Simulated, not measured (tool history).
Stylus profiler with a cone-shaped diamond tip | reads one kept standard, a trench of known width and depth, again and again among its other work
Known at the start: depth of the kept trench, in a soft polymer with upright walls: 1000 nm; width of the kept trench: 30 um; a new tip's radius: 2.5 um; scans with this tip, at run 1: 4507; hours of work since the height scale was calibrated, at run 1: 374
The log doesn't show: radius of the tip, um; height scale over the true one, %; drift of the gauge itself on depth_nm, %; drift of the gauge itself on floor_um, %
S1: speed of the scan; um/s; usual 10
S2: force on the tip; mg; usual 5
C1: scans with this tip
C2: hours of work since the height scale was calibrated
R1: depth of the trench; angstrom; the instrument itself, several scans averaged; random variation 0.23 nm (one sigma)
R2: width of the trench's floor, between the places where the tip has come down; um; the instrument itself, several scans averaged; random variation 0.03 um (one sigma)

| run | day | S1 | S2 | C1 | C2 | R1 | R2 |
|---|---|---|---|---|---|---|---|
| 1 | 0 | 10 | 5 | 4507 | 374 | 10123.8 | 25.96 |
| 2 | 4.408 | 10 | 5 | 5202 | 431 | 10121.5 | 25.96 |
| 3 | 8.017 | 10 | 5 | 5771 | 478 | 10123.2 | 25.94 |
| 4 | 11.938 | 10 | 5 | 6391 | 530 | 10121.8 | 25.96 |
| 5 | 14.829 | 10 | 5 | 6846 | 567 | 10122 | 26.02 |
| 6 | 18.096 | 10 | 5 | 7362 | 610 | 10122.5 | 25.97 |
| 7 | 22.733 | 4 | 5 | 8093 | 671 | 10122.7 | 25.96 |
| 8 | 27.446 | 10 | 5 | 8837 | 732 | 10126.4 | 26.01 |
| 9 | 31.342 | 10 | 5 | 9452 | 783 | 10123.8 | 25.94 |
| 10 | 35.733 | 10 | 5 | 10144 | 841 | 10121.1 | 25.97 |
| 11 | 40.2 | 10 | 5 | 10850 | 899 | 10122 | 26 |
| 12 | 44.421 | 10 | 5 | 11515 | 954 | 10125 | 26.01 |
| 13 | 47.246 | 10 | 5 | 11961 | 991 | 10122.7 | 25.95 |
| 14 | 49.388 | 16 | 5 | 12299 | 1019 | 10122.8 | 25.95 |
| 15 | 52.633 | 16 | 5 | 12811 | 1062 | 10123.9 | 25.9 |
| 16 | 56.042 | 16 | 5 | 13349 | 1106 | 10123.1 | 26.03 |
|  | 56.717 | height scale calibrated on a step standard |
| 17 | 59.767 | 16 | 5 | 13933 | 40 | 10123.2 | 25.95 |
| 18 | 63.575 | 10 | 4.35 | 14534 | 90 | 10114 | 25.94 |
| 19 | 68.012 | 10 | 9.74 | 15235 | 148 | 10193.9 | 25.95 |
| 20 | 73.012 | 10 | 5 | 16023 | 213 | 10121.2 | 25.95 |
| 21 | 75.796 | 10 | 5 | 16463 | 250 | 10124.2 | 25.9 |
|  | 78.138 | new tip fitted, height scale calibrated |
| 22 | 78.138 | 10 | 4.5 | 0 | 0 | 10117.6 | 25.98 |
| 23 | 81.329 | 10 | 5 | 503 | 42 | 10123.7 | 26.02 |
| 24 | 86.192 | 10 | 1.71 | 1271 | 105 | 10060.4 | 25.91 |
| 25 | 88.292 | 10 | 1.71 | 1602 | 133 | 10055.4 | 26 |
| 26 | 93.379 | 10 | 11.13 | 2405 | 199 | 10213.1 | 26.02 |
| 27 | 97.167 | 10 | 4.69 | 3002 | 249 | 10121.2 | 25.94 |
| 28 | 100.725 | 10 | 4.69 | 3563 | 295 | 10117.9 | 26.04 |
| 29 | 105.046 | 10 | 3.94 | 4245 | 352 | 10104.6 | 25.94 |
| 30 | 107.112 | 14 | 1.73 | 4572 | 379 | 10060.8 | 26.01 |
| 31 | 109.95 | 9 | 1.85 | 5019 | 416 | 10061.8 | 25.96 |
| 32 | 114.404 | 9 | 5.32 | 5722 | 474 | 10129.5 | 26.01 |
| 33 | 118.242 | 9 | 5.32 | 6327 | 524 | 10131.3 | 25.99 |
| 34 | 121.788 | 10 | 3.36 | 6887 | 571 | 10094.1 | 25.96 |
| 35 | 124.483 | 10 | 3.36 | 7312 | 606 | 10093.1 | 26.02 |
| 36 | 128.904 | 8 | 2.9 | 8010 | 664 | 10085.6 | 26 |
| 37 | 132.533 | 8 | 2.9 | 8582 | 711 | 10084.3 | 25.95 |
| 38 | 136.512 | 31 | 5.87 | 9210 | 763 | 10136.8 | 26.02 |
| 39 | 140.054 | 31 | 5.87 | 9769 | 810 | 10134.4 | 25.97 |
| 40 | 144.85 | 33 | 5.87 | 10526 | 872 | 10138.1 | 25.94 |
| 41 | 148.708 | 10 | 3.48 | 11134 | 923 | 10094.5 | 25.94 |
| 42 | 152.517 | 4 | 5 | 11735 | 973 | 10122.1 | 25.96 |
| 43 | 155.833 | 11 | 11.67 | 12259 | 1016 | 10216.1 | 25.98 |
| 44 | 159.504 | 2 | 3.2 | 12838 | 1064 | 10088.6 | 25.98 |
| 45 | 161.95 | 34 | 9 | 13223 | 1096 | 10183.1 | 25.96 |
|  | 163.638 | height scale calibrated on a step standard |
| 46 | 165.475 | 34 | 9 | 13777 | 24 | 10180.1 | 25.94 |
| 47 | 167.704 | 2 | 9.36 | 14128 | 53 | 10190.8 | 25.96 |

How the hidden state differs across the entries between the runs, from the last listed run before each to the first after it:
Between runs 16 and 17: height scale calibrated on a step standard (day 56.717)
  height scale over the true one, %: 0.003 -> 0
Between runs 21 and 22: new tip fitted, height scale calibrated (day 78.138)
  radius of the tip, um: 2.52 -> 2.5; height scale over the true one, %: 0.001 -> 0
Between runs 45 and 46: height scale calibrated on a step standard (day 163.638)
  height scale over the true one, %: 0.003 -> 0
